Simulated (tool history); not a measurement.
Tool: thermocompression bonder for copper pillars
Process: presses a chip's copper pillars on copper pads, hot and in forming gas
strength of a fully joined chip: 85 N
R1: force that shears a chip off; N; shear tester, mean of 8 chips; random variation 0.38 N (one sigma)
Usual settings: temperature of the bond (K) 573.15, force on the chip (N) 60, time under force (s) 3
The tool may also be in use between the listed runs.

run 1 hour=0.0 | temperature_of_the_bond_(K)=573.15 force_on_the_chip_(N)=60 time_under_force_(s)=3 | R1=47.9
run 2 hour=6.0 | temperature_of_the_bond_(K)=573.15 force_on_the_chip_(N)=60 time_under_force_(s)=2 | R1=41.8
run 3 hour=15.6 | temperature_of_the_bond_(K)=573.15 force_on_the_chip_(N)=60 time_under_force_(s)=2 | R1=41.7
run 4 hour=26.1 | temperature_of_the_bond_(K)=573.15 force_on_the_chip_(N)=60 time_under_force_(s)=2 | R1=42.1
run 5 hour=36.8 | temperature_of_the_bond_(K)=573.15 force_on_the_chip_(N)=60 time_under_force_(s)=2 | R1=41.9
run 6 hour=45.5 | temperature_of_the_bond_(K)=573.15 force_on_the_chip_(N)=43 time_under_force_(s)=2 | R1=36.1
run 7 hour=53.1 | temperature_of_the_bond_(K)=573.15 force_on_the_chip_(N)=43 time_under_force_(s)=2 | R1=35.9
run 8 hour=64.0 | temperature_of_the_bond_(K)=573.15 force_on_the_chip_(N)=43 time_under_force_(s)=2 | R1=36.1
run 9 hour=73.2 | temperature_of_the_bond_(K)=573.15 force_on_the_chip_(N)=43 time_under_force_(s)=2 | R1=35.1
run 10 hour=78.7 | temperature_of_the_bond_(K)=573.15 force_on_the_chip_(N)=43 time_under_force_(s)=2 | R1=35.6
run 11 hour=84.2 | temperature_of_the_bond_(K)=573.15 force_on_the_chip_(N)=43 time_under_force_(s)=2 | R1=35.7
run 12 hour=88.8 | temperature_of_the_bond_(K)=573.15 force_on_the_chip_(N)=43 time_under_force_(s)=2 | R1=35.3
run 13 hour=99.2 | temperature_of_the_bond_(K)=573.15 force_on_the_chip_(N)=60 time_under_force_(s)=3 | R1=47.7
run 14 hour=103.7 | temperature_of_the_bond_(K)=592.15 force_on_the_chip_(N)=60 time_under_force_(s)=3 | R1=54.1
run 15 hour=113.5 | temperature_of_the_bond_(K)=592.15 force_on_the_chip_(N)=60 time_under_force_(s)=3 | R1=53.7
run 16 hour=121.8 | temperature_of_the_bond_(K)=551.15 force_on_the_chip_(N)=60 time_under_force_(s)=3 | R1=39.8
run 17 hour=128.9 | temperature_of_the_bond_(K)=573.15 force_on_the_chip_(N)=60 time_under_force_(s)=3 | R1=47.8
run 18 hour=137.4 | temperature_of_the_bond_(K)=573.15 force_on_the_chip_(N)=60 time_under_force_(s)=3 | R1=47.3
run 19 hour=142.0 | temperature_of_the_bond_(K)=573.15 force_on_the_chip_(N)=46 time_under_force_(s)=3 | R1=42.9
run 20 hour=147.8 | temperature_of_the_bond_(K)=573.15 force_on_the_chip_(N)=46 time_under_force_(s)=3 | R1=42.2
run 21 hour=154.4 | temperature_of_the_bond_(K)=573.15 force_on_the_chip_(N)=46 time_under_force_(s)=3 | R1=42.6
run 22 hour=159.9 | temperature_of_the_bond_(K)=573.15 force_on_the_chip_(N)=47 time_under_force_(s)=3 | R1=42.9
run 23 hour=166.7 | temperature_of_the_bond_(K)=561.15 force_on_the_chip_(N)=47 time_under_force_(s)=3 | R1=39.0
run 24 hour=175.6 | temperature_of_the_bond_(K)=575.15 force_on_the_chip_(N)=60 time_under_force_(s)=8 | R1=62.8
run 25 hour=182.8 | temperature_of_the_bond_(K)=575.15 force_on_the_chip_(N)=60 time_under_force_(s)=8 | R1=63.3
run 26 hour=192.4 | temperature_of_the_bond_(K)=574.15 force_on_the_chip_(N)=60 time_under_force_(s)=3 | R1=47.8
run 27 hour=199.8 | temperature_of_the_bond_(K)=574.15 force_on_the_chip_(N)=60 time_under_force_(s)=3 | R1=48.5
run 28 hour=206.8 | temperature_of_the_bond_(K)=587.15 force_on_the_chip_(N)=76 time_under_force_(s)=3 | R1=57.2
run 29 hour=214.0 | temperature_of_the_bond_(K)=573.15 force_on_the_chip_(N)=84 time_under_force_(s)=8 | R1=67.8
run 30 hour=218.5 | temperature_of_the_bond_(K)=601.15 force_on_the_chip_(N)=68 time_under_force_(s)=2 | R1=52.3
run 31 hour=227.8 | temperature_of_the_bond_(K)=601.15 force_on_the_chip_(N)=68 time_under_force_(s)=2 | R1=53.1
run 32 hour=234.1 | temperature_of_the_bond_(K)=601.15 force_on_the_chip_(N)=53 time_under_force_(s)=2 | R1=47.9
run 33 hour=243.2 | temperature_of_the_bond_(K)=601.15 force_on_the_chip_(N)=53 time_under_force_(s)=2 | R1=47.7
run 34 hour=252.5 | temperature_of_the_bond_(K)=601.15 force_on_the_chip_(N)=53 time_under_force_(s)=2 | R1=47.8
run 35 hour=262.2 | temperature_of_the_bond_(K)=564.15 force_on_the_chip_(N)=59 time_under_force_(s)=9 | R1=61.1
run 36 hour=272.7 | temperature_of_the_bond_(K)=564.15 force_on_the_chip_(N)=57 time_under_force_(s)=3 | R1=44.0

3 ways to go on from here, each from the tool as it stands after run 36. What would each give?
-- hour=277.2 forming gas filter changed
run A hour=280.3 | temperature_of_the_bond_(K)=573.15 force_on_the_chip_(N)=81 time_under_force_(s)=2 | R1=?
-- hour=277.2 forming gas filter changed
run B hour=280.3 | temperature_of_the_bond_(K)=592.15 force_on_the_chip_(N)=75 time_under_force_(s)=2 | R1=?
-- hour=277.2 forming gas filter changed
run C hour=280.3 | temperature_of_the_bond_(K)=586.15 force_on_the_chip_(N)=57 time_under_force_(s)=2 | R1=?

run=A R1=49.7
run=B R1=53.5
run=C R1=47.2
Without the tool's hidden state the same runs would have given:
run=A R1=47.6
run=B R1=51.4
run=C R1=45.2

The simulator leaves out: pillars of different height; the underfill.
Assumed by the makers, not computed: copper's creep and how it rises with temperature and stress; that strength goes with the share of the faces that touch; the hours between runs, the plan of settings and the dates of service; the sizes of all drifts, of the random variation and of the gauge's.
